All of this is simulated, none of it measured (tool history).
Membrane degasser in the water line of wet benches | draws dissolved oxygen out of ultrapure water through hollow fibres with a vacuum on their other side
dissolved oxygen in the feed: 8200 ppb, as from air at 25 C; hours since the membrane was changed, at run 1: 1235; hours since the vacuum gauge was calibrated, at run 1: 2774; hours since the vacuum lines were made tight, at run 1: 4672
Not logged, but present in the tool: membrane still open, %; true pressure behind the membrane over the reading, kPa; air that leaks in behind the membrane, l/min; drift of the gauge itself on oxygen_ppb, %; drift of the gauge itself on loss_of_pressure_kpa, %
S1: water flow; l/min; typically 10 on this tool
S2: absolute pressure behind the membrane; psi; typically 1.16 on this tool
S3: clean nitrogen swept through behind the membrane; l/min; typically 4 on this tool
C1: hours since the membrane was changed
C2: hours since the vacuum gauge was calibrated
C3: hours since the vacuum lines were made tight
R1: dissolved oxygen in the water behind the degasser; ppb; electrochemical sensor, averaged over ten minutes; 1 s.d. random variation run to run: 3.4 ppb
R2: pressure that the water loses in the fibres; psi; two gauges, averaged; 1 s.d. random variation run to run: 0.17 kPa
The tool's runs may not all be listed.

run	hour	S1	S2	S3	C1	C2	C3	R1	R2
1	0	10	1.16	4	1235	2774	4672	342.1	3.949
2	51.1	10	1.16	4	1286	2825	4723	343.2	3.961
3	137.1	10	1.16	4	1372	2911	4809	342.7	3.981
4	245.5	10	1.16	4	1480	3019	4917	348	3.983
5	325.9	10	1.16	4	1561	3099	4998	343.3	3.968
6	387.7	10	1.16	4	1623	3161	5060	347.7	3.881
7	439.1	10	1.16	4	1674	3213	5111	341.5	3.968
8	553.6	10	1.16	4	1788	3327	5226	343.7	3.936
9	616.7	8	1.239	11.58	1851	3390	5289	225.6	3.172
10	674.7	8	1.239	11.58	1910	3448	5347	230.7	3.176
11	724.6	10	2.042	11.06	1959	3498	5397	334	3.945
12	817.6	16	2.779	2.18	2052	3591	5490	846.4	6.337
13	870.7	16	0.796	6.79	2106	3644	5543	619.8	6.356
14	959	10	1.16	8.38	2194	3733	5631	328.8	3.986
15	1014.2	10	1.16	4.55	2249	3788	5686	343.6	3.948

Branching from run 15: 3 alternative next runs. What would each branch give?
A	1100.7	10	1.463	4.55	2335	3874	5773	?	?
B	1100.7	8	2.19	10.31	2335	3874	5773	?	?
C	1100.7	12	1.06	4	2335	3874	5773	?	?

run	R1	R2
A	353.8	3.984
B	242.5	3.175
C	437.9	4.738
The same runs, with their run-to-run variation unchanged, on a tool lacking any hidden condition would have given:
run	R1	R2
A	353.6	3.984
B	242.3	3.173
C	437.7	4.737
